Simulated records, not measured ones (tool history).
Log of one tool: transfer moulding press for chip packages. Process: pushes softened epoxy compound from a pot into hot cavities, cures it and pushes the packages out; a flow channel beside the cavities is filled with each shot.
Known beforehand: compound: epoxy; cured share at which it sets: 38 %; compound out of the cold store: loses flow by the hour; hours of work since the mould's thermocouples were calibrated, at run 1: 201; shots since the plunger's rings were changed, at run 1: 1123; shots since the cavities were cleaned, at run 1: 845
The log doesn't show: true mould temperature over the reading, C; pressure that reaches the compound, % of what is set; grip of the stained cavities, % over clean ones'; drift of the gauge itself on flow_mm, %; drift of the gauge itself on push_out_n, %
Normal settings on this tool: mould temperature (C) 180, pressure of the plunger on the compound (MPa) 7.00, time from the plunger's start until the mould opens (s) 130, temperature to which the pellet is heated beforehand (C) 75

| run | hour | mould temperature (C) | pressure of the plunger on the compound (MPa) | time from the plunger's start until the mould opens (s) | temperature to which the pellet is heated beforehand (C) | hours of work since the mould's thermocouples were calibrated | shots since the plunger's rings were changed | shots since the cavities were cleaned | incoming compound's hours out of the cold store | length that the compound runs in the flow channel (mm) | greatest force on the pins that push the packages out (N) |
|---|---|---|---|---|---|---|---|---|---|---|---|
| 1 | 0.0 | 180 | 7.00 | 130 | 75 | 201 | 1123 | 845 | 11.5 | 960 | 431 |
|  | 26.8 | cavities cleaned with cleaning compound and waxed |
| 2 | 32.9 | 180 | 7.00 | 130 | 75 | 225 | 1452 | 64 | 27.5 | 883 | 270 |
| 3 | 87.9 | 180 | 7.00 | 141 | 75 | 266 | 2030 | 642 | 20.3 | 912 | 381 |
|  | 133.7 | cavities cleaned with cleaning compound and waxed |
| 4 | 144.1 | 180 | 7.00 | 141 | 75 | 307 | 2606 | 110 | 29.3 | 869 | 259 |
| 5 | 175.1 | 173 | 7.00 | 130 | 75 | 331 | 2931 | 435 | 8.7 | 989 | 655 |
| 6 | 236.0 | 173 | 7.00 | 130 | 75 | 376 | 3571 | 1075 | 41.4 | 843 | 613 |
|  | 244.4 | cavities cleaned with cleaning compound and waxed |
| 7 | 289.7 | 180 | 7.00 | 162 | 75 | 416 | 4120 | 476 | 27.4 | 867 | 309 |
| 8 | 327.7 | 180 | 7.00 | 162 | 80 | 444 | 4519 | 875 | 31.1 | 840 | 360 |
|  | 352.1 | cavities cleaned with cleaning compound and waxed |
| 9 | 356.6 | 180 | 7.00 | 130 | 75 | 465 | 4807 | 47 | 30.6 | 838 | 254 |
| 10 | 399.1 | 180 | 7.00 | 130 | 75 | 497 | 5254 | 494 | 31.1 | 821 | 359 |
| 11 | 454.6 | 180 | 7.00 | 130 | 83 | 538 | 5837 | 1077 | 20.5 | 871 | 413 |
|  | 461.3 | cavities cleaned with cleaning compound and waxed |
|  | 481.9 | plunger's sealing rings changed |
| 12 | 502.0 | 180 | 7.00 | 130 | 75 | 571 | 212 | 402 | 47.8 | 805 | 334 |
| 13 | 537.3 | 180 | 7.00 | 130 | 75 | 597 | 582 | 772 | 18.9 | 931 | 402 |
|  | 575.2 | cavities cleaned with cleaning compound and waxed |
| 14 | 581.9 | 180 | 7.00 | 130 | 75 | 630 | 1035 | 71 | 22.1 | 892 | 272 |
| 15 | 607.8 | 180 | 7.00 | 130 | 75 | 649 | 1308 | 344 | 27.8 | 880 | 342 |
| 16 | 650.7 | 180 | 7.00 | 130 | 67 | 681 | 1758 | 794 | 37.2 | 818 | 391 |
|  | 683.0 | cavities cleaned with cleaning compound and waxed |
| 17 | 704.7 | 180 | 7.00 | 130 | 67 | 721 | 2310 | 228 | 24.8 | 885 | 315 |
| 18 | 735.3 | 180 | 7.00 | 130 | 67 | 744 | 2632 | 550 | 35.4 | 823 | 360 |
|  | 742.4 | mould's thermocouples calibrated |
|  | 792.1 | cavities cleaned with cleaning compound and waxed |
| 19 | 792.1 | 180 | 7.00 | 130 | 67 | 36 | 3192 | 0 | 21.8 | 878 | 237 |
| 20 | 838.1 | 180 | 7.00 | 132 | 75 | 71 | 3675 | 483 | 20.9 | 892 | 382 |
| 21 | 884.6 | 180 | 7.00 | 132 | 75 | 106 | 4164 | 972 | 41.4 | 804 | 404 |
|  | 899.3 | cavities cleaned with cleaning compound and waxed |
| 22 | 935.7 | 180 | 7.00 | 113 | 75 | 143 | 4685 | 382 | 41.9 | 792 | 421 |
| 23 | 964.2 | 180 | 8.53 | 168 | 75 | 164 | 4984 | 681 | 42.3 | 866 | 326 |
| 24 | 1002.6 | 180 | 8.11 | 130 | 69 | 193 | 5389 | 1086 | 12.2 | 986 | 458 |
|  | 1008.2 | cavities cleaned with cleaning compound and waxed |
| 25 | 1038.1 | 182 | 5.37 | 135 | 69 | 219 | 5746 | 314 | 41.5 | 683 | 315 |
| 26 | 1067.4 | 182 | 5.37 | 135 | 76 | 241 | 6054 | 622 | 26.7 | 732 | 359 |
|  | 1072.8 | plunger's sealing rings changed |
|  | 1119.9 | cavities cleaned with cleaning compound and waxed |
| 27 | 1119.9 | 181 | 5.37 | 135 | 76 | 277 | 479 | 0 | 24.8 | 786 | 222 |
| 28 | 1155.1 | 181 | 5.37 | 135 | 68 | 303 | 849 | 370 | 33.3 | 764 | 344 |

Here are 3 independent what-if runs from the current tool condition. What would each one return?
| A | 1193.7 | 175 | 7.41 | 130 | 75 | 332 | 1255 | 776 | 22.5 | ? | ? |
| B | 1193.7 | 181 | 5.95 | 137 | 78 | 332 | 1255 | 776 | 20.1 | ? | ? |
| C | 1193.7 | 185 | 5.37 | 141 | 78 | 332 | 1255 | 776 | 41.4 | ? | ? |

| run | length that the compound runs in the flow channel (mm) | greatest force on the pins that push the packages out (N) |
|---|---|---|
| A | 961 | 555 |
| B | 841 | 363 |
| C | 710 | 344 |
Without the tool's unlogged condition, the same runs would have read:
| run | length that the compound runs in the flow channel (mm) | greatest force on the pins that push the packages out (N) |
|---|---|---|
| A | 979 | 334 |
| B | 857 | 211 |
| C | 723 | 197 |

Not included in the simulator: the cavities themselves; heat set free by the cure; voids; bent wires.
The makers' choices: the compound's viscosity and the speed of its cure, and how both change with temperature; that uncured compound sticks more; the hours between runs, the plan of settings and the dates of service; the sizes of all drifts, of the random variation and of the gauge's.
